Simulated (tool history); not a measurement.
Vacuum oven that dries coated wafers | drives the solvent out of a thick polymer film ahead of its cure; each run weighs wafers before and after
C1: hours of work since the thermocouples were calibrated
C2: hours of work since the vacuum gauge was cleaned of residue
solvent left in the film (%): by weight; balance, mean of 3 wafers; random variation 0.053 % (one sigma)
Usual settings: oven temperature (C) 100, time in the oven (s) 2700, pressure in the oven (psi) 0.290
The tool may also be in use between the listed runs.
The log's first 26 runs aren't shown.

Run 27, hour 514.5: usual settings but time in the oven (s) 2160, pressure in the oven (psi) 0.667; C1 540; C2 654. Result: solvent left in the film (%) 3.81.
At hour 518.1: vacuum gauge cleaned of residue and calibrated.
Run 28, hour 535.4: usual settings but time in the oven (s) 1800, pressure in the oven (psi) 0.352; C1 551; C2 10. Result: solvent left in the film (%) 3.27.
Run 29, hour 559.0: usual settings but time in the oven (s) 1800, pressure in the oven (psi) 0.352; C1 564; C2 23. Result: solvent left in the film (%) 3.27.
Run 30, hour 573.3: usual settings but time in the oven (s) 1800, pressure in the oven (psi) 0.239; C1 572; C2 32. Result: solvent left in the film (%) 2.85.
At hour 587.8: vacuum gauge cleaned of residue and calibrated, once more.
Run 31, hour 589.8: usual settings but oven temperature (C) 103, time in the oven (s) 2100, pressure in the oven (psi) 0.239; C1 581; C2 1. Result: solvent left in the film (%) 1.68.
Run 32, hour 613.3: usual settings but oven temperature (C) 112, time in the oven (s) 2100, pressure in the oven (psi) 0.722; C1 594; C2 15. Result: solvent left in the film (%) 1.96.
Run 33, hour 626.6: usual settings but oven temperature (C) 105, time in the oven (s) 2040, pressure in the oven (psi) 0.772; C1 602; C2 22. Result: solvent left in the film (%) 3.11.
Run 34, hour 645.4: usual settings but oven temperature (C) 105, time in the oven (s) 2040, pressure in the oven (psi) 0.772; C1 613; C2 33. Result: solvent left in the film (%) 2.94.
Run 35, hour 664.2: usual settings but oven temperature (C) 101, time in the oven (s) 3420, pressure in the oven (psi) 0.830; C1 624; C2 44. Result: solvent left in the film (%) 3.29.
Run 36, hour 688.3: usual settings but oven temperature (C) 91, time in the oven (s) 3600; C1 637; C2 58. Result: solvent left in the film (%) 2.88.
Run 37, hour 713.5: usual settings but oven temperature (C) 102; C1 652; C2 72. Result: solvent left in the film (%) 1.52.
Run 38, hour 738.0: usual settings but oven temperature (C) 96, pressure in the oven (psi) 0.847; C1 666; C2 86. Result: solvent left in the film (%) 4.77.
Run 39, hour 754.0: usual settings but oven temperature (C) 113, time in the oven (s) 3960, pressure in the oven (psi) 0.344; C1 675; C2 95. Result: solvent left in the film (%) 0.85.
Run 40, hour 775.0: usual settings but oven temperature (C) 112, time in the oven (s) 3960, pressure in the oven (psi) 0.344; C1 687; C2 107. Result: solvent left in the film (%) 0.83.
Run 41, hour 786.5: usual settings but oven temperature (C) 86; C1 694; C2 114. Result: solvent left in the film (%) 5.31.
Run 42, hour 803.6: usual settings but oven temperature (C) 86; C1 703; C2 124. Result: solvent left in the film (%) 5.35.
Run 43, hour 817.4: usual settings but oven temperature (C) 86; C1 711; C2 132. Result: solvent left in the film (%) 5.33.

Forecast each of these 5 alternatives for the next run:
Run A, hour 836.8: usual settings but oven temperature (C) 89, time in the oven (s) 1860; C1 722; C2 143. Result: solvent left in the film (%) ?.
Run B, hour 836.8: usual settings but oven temperature (C) 94, time in the oven (s) 4620; C1 722; C2 143. Result: solvent left in the film (%) ?.
Run C, hour 836.8: usual settings but oven temperature (C) 110, time in the oven (s) 2340; C1 722; C2 143. Result: solvent left in the film (%) ?.
Run D, hour 836.8: usual settings but oven temperature (C) 97, pressure in the oven (psi) 0.328; C1 722; C2 143. Result: solvent left in the film (%) ?.
Run E, hour 836.8: usual settings but oven temperature (C) 107, time in the oven (s) 3540, pressure in the oven (psi) 0.935; C1 722; C2 143. Result: solvent left in the film (%) ?.

run  solvent left in the film (%)
  A                          5.98
  B                          1.81
  C                          0.90
  D                          2.53
  E                          2.88
Without the tool's hidden state the same runs would have given:
run  solvent left in the film (%)
  A                          5.68
  B                          1.67
  C                          0.83
  D                          2.33
  E                          2.77

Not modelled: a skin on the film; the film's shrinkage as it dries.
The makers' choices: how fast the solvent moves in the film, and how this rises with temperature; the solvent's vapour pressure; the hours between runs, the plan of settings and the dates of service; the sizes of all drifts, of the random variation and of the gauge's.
